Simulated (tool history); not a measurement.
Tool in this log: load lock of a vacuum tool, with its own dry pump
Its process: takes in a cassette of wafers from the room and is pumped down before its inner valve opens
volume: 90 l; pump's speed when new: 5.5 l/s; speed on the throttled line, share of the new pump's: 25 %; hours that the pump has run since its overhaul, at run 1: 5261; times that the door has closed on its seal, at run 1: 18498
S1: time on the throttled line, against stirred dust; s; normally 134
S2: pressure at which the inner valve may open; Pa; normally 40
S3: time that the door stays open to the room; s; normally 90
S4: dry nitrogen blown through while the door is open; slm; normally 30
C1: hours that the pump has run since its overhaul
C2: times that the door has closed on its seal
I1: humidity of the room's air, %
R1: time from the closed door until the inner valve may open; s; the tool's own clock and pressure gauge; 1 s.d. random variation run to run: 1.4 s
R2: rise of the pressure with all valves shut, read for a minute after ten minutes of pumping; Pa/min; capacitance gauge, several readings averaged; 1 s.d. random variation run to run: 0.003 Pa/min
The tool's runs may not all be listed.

run 1 hour=0 | S1=134 S2=40 S3=90 S4=30 | C1=5261 C2=18498 | I1=48.7 | R1=234.2 R2=0.128
run 2 hour=347.7 | S1=134 S2=40 S3=90 S4=30 | C1=5608 C2=18925 | I1=46.2 | R1=233 R2=0.133
run 3 hour=591.5 | S1=134 S2=40 S3=90 S4=30 | C1=5852 C2=19224 | I1=45.5 | R1=233.2 R2=0.131
run 4 hour=902.2 | S1=134 S2=40 S3=90 S4=30 | C1=6163 C2=19605 | I1=43.4 | R1=233.7 R2=0.132
run 5 hour=1082.3 | S1=134 S2=40 S3=90 S4=30 | C1=6343 C2=19826 | I1=45.3 | R1=233.8 R2=0.14
run 6 hour=1492 | S1=134 S2=40 S3=46 S4=30 | C1=6753 C2=20328 | I1=45.1 | R1=231.5 R2=0.133
run 7 hour=1873.4 | S1=134 S2=40 S3=46 S4=30 | C1=7134 C2=20796 | I1=44.6 | R1=236.6 R2=0.139
run 8 hour=2115 | S1=169 S2=40 S3=46 S4=30 | C1=7376 C2=21093 | I1=44.9 | R1=259.2 R2=0.141

Run 9 comes next. What will it give?
run 9 hour=2433.7 | S1=169 S2=40 S3=46 S4=30 | C1=7694 C2=21484 | I1=43.4 | R1=? R2=?

Run 9 came out at R1 259.2 s, R2 0.146 Pa/min.
With no hidden state in the tool, this same run would have given R1 254.6 s, R2 0.024 Pa/min.
